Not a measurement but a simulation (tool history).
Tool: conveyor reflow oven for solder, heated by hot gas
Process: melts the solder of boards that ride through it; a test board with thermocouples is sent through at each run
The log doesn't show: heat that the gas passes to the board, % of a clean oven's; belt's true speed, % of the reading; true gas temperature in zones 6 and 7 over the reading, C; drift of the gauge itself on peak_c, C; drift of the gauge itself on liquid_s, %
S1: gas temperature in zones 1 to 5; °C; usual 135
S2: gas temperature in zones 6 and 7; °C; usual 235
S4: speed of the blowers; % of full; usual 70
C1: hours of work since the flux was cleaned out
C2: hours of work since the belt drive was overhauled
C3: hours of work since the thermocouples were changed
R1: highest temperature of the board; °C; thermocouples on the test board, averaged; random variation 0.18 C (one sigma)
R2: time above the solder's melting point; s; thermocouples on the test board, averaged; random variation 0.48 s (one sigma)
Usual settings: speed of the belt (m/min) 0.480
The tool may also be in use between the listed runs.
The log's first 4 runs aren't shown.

{"run": 5, "hour": 87.4, "S1": 135, "S2": 235, "speed of the belt (m/min)": 0.48, "S4": 70, "C1": 44, "C2": 431, "C3": 524, "R1": 221.7, "R2": 79.1}
{"run": 6, "hour": 119.3, "S1": 135, "S2": 235, "speed of the belt (m/min)": 0.48, "S4": 70, "C1": 60, "C2": 447, "C3": 540, "R1": 221.4, "R2": 79.3}
{"run": 7, "hour": 147.4, "S1": 135, "S2": 241, "speed of the belt (m/min)": 0.48, "S4": 70, "C1": 74, "C2": 461, "C3": 554, "R1": 226.5, "R2": 82.4}
{"run": 8, "hour": 177.1, "S1": 135, "S2": 241, "speed of the belt (m/min)": 0.48, "S4": 70, "C1": 88, "C2": 475, "C3": 568, "R1": 226.9, "R2": 83.6}
{"run": 9, "hour": 194.8, "S1": 135, "S2": 241, "speed of the belt (m/min)": 0.48, "S4": 70, "C1": 97, "C2": 484, "C3": 577, "R1": 226.5, "R2": 82.9}
{"hour": 216.0, "done": "thermocouples of zones 6 and 7 changed"}
{"run": 10, "hour": 223.4, "S1": 149, "S2": 241, "speed of the belt (m/min)": 0.48, "S4": 70, "C1": 110, "C2": 497, "C3": 4, "R1": 226.7, "R2": 90.0}
{"run": 11, "hour": 238.7, "S1": 149, "S2": 241, "speed of the belt (m/min)": 0.48, "S4": 70, "C1": 118, "C2": 505, "C3": 11, "R1": 226.5, "R2": 90.4}
{"run": 12, "hour": 269.5, "S1": 122, "S2": 235, "speed of the belt (m/min)": 0.48, "S4": 70, "C1": 133, "C2": 520, "C3": 27, "R1": 217.3, "R2": 69.8}
{"run": 13, "hour": 287.0, "S1": 122, "S2": 235, "speed of the belt (m/min)": 0.48, "S4": 70, "C1": 142, "C2": 529, "C3": 35, "R1": 216.9, "R2": 69.0}
{"run": 14, "hour": 318.4, "S1": 135, "S2": 235, "speed of the belt (m/min)": 0.481, "S4": 70, "C1": 158, "C2": 545, "C3": 51, "R1": 218.8, "R2": 76.3}
{"run": 15, "hour": 352.5, "S1": 135, "S2": 235, "speed of the belt (m/min)": 0.48, "S4": 70, "C1": 175, "C2": 562, "C3": 68, "R1": 219.0, "R2": 76.1}
{"run": 16, "hour": 387.3, "S1": 121, "S2": 224, "speed of the belt (m/min)": 0.532, "S4": 53, "C1": 192, "C2": 579, "C3": 85, "R1": 197.4, "R2": 34.6}
{"run": 17, "hour": 403.7, "S1": 136, "S2": 239, "speed of the belt (m/min)": 0.532, "S4": 53, "C1": 200, "C2": 587, "C3": 94, "R1": 213.5, "R2": 61.5}
{"run": 18, "hour": 426.4, "S1": 136, "S2": 245, "speed of the belt (m/min)": 0.519, "S4": 53, "C1": 212, "C2": 599, "C3": 105, "R1": 219.4, "R2": 69.2}
{"run": 19, "hour": 457.0, "S1": 123, "S2": 229, "speed of the belt (m/min)": 0.501, "S4": 59, "C1": 227, "C2": 614, "C3": 120, "R1": 206.7, "R2": 53.5}
{"run": 20, "hour": 475.0, "S1": 123, "S2": 235, "speed of the belt (m/min)": 0.5, "S4": 88, "C1": 236, "C2": 623, "C3": 129, "R1": 220.1, "R2": 70.2}
{"run": 21, "hour": 509.2, "S1": 123, "S2": 224, "speed of the belt (m/min)": 0.504, "S4": 88, "C1": 253, "C2": 640, "C3": 146, "R1": 210.4, "R2": 60.1}
{"run": 22, "hour": 535.9, "S1": 135, "S2": 235, "speed of the belt (m/min)": 0.555, "S4": 70, "C1": 266, "C2": 653, "C3": 160, "R1": 213.5, "R2": 60.4}
{"run": 23, "hour": 569.3, "S1": 135, "S2": 235, "speed of the belt (m/min)": 0.555, "S4": 70, "C1": 283, "C2": 670, "C3": 176, "R1": 213.6, "R2": 61.2}
{"run": 24, "hour": 585.4, "S1": 144, "S2": 235, "speed of the belt (m/min)": 0.396, "S4": 70, "C1": 291, "C2": 678, "C3": 184, "R1": 225.6, "R2": 106.4}
{"run": 25, "hour": 612.8, "S1": 144, "S2": 235, "speed of the belt (m/min)": 0.396, "S4": 70, "C1": 305, "C2": 692, "C3": 198, "R1": 225.7, "R2": 106.3}
{"run": 26, "hour": 644.8, "S1": 144, "S2": 235, "speed of the belt (m/min)": 0.396, "S4": 70, "C1": 321, "C2": 708, "C3": 214, "R1": 225.4, "R2": 107.1}

The next listed run, before its measurement:
{"hour": 657.4, "done": "flux residue cleaned out of gas plates and filters"}
{"run": 27, "hour": 669.6, "S1": 122, "S2": 238, "speed of the belt (m/min)": 0.412, "S4": 81, "C1": 6, "C2": 718, "C3": 224, "R1": "?", "R2": "?"}

{"run 27": {"R1": 228.7, "R2": 95.1}}
Without the tool's hidden state the same run would have given R1 227.3 °C, R2 91.8 s.

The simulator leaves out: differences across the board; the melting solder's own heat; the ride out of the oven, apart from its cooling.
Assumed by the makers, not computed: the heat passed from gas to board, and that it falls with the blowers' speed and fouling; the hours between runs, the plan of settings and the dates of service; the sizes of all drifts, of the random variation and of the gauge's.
